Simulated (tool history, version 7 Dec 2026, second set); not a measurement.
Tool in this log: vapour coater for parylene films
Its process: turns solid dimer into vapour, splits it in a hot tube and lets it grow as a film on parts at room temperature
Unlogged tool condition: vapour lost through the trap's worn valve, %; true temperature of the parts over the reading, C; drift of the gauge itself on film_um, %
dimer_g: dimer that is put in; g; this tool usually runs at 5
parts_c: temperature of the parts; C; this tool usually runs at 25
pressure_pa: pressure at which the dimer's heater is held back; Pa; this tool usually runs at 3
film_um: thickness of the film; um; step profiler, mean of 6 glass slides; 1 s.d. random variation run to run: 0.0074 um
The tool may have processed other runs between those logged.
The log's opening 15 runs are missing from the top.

| run | hour | dimer_g | parts_c | pressure_pa | hours of work since the trap's valve was overhauled | hours of work since the table's thermometer was calibrated | film_um |
|---|---|---|---|---|---|---|---|
| 16 | 311.8 | 5 | 25 | 3 | 176 | 227 | 0.835 |
| 17 | 326.7 | 5 | 25 | 3 | 185 | 236 | 0.842 |
| 18 | 342.5 | 5 | 36 | 3 | 194 | 245 | 0.567 |
| 19 | 356.2 | 5 | 36 | 3 | 201 | 252 | 0.562 |
| 20 | 373.1 | 5 | 36 | 3 | 211 | 262 | 0.555 |
| 21 | 386.7 | 5 | 22 | 3 | 218 | 270 | 0.921 |
| 22 | 399.7 | 7 | 25 | 2.08 | 226 | 277 | 1.281 |
| 23 | 415.5 | 5 | 25 | 9.53 | 235 | 286 | 0.622 |
| 24 | 438.9 | 4 | 28 | 3 | 248 | 299 | 0.593 |
| 25 | 451.8 | 4 | 28 | 3 | 255 | 306 | 0.594 |
|  | 473 | trap's valve overhauled |
| 26 | 475.1 | 4 | 28 | 3 | 1 | 317 | 0.602 |
| 27 | 494.4 | 4 | 28 | 3 | 12 | 328 | 0.599 |
| 28 | 511.8 | 2 | 36 | 2.84 | 22 | 338 | 0.226 |
| 29 | 527.6 | 2 | 27 | 2.84 | 31 | 347 | 0.311 |
| 30 | 553.3 | 2 | 27 | 2.84 | 45 | 361 | 0.315 |
| 31 | 576.9 | 2 | 27 | 2.84 | 59 | 375 | 0.316 |
| 32 | 595.9 | 5 | 34 | 10.17 | 69 | 385 | 0.447 |
| 33 | 610.3 | 5 | 32 | 11.4 | 78 | 394 | 0.488 |
| 34 | 629.4 | 5 | 32 | 11.96 | 88 | 404 | 0.469 |
| 35 | 643 | 5 | 18 | 2.34 | 96 | 412 | 1.125 |
| 36 | 666.3 | 5 | 18 | 2.34 | 109 | 425 | 1.135 |
| 37 | 686.5 | 5 | 18 | 2.34 | 121 | 437 | 1.135 |

Each row is a separate what-if for the run after 37, all from the same tool condition, not one after another. Results?
| A | 707.9 | 3 | 26 | 5.98 | 133 | 449 | ? |
| B | 707.9 | 5 | 25 | 3 | 133 | 449 | ? |
| C | 707.9 | 5 | 25 | 2.2 | 133 | 449 | ? |

| run | film_um |
|---|---|
| A | 0.403 |
| B | 0.842 |
| C | 0.886 |
What these runs would have given with no unlogged condition in the tool:
| run | film_um |
|---|---|
| A | 0.404 |
| B | 0.844 |
| C | 0.888 |

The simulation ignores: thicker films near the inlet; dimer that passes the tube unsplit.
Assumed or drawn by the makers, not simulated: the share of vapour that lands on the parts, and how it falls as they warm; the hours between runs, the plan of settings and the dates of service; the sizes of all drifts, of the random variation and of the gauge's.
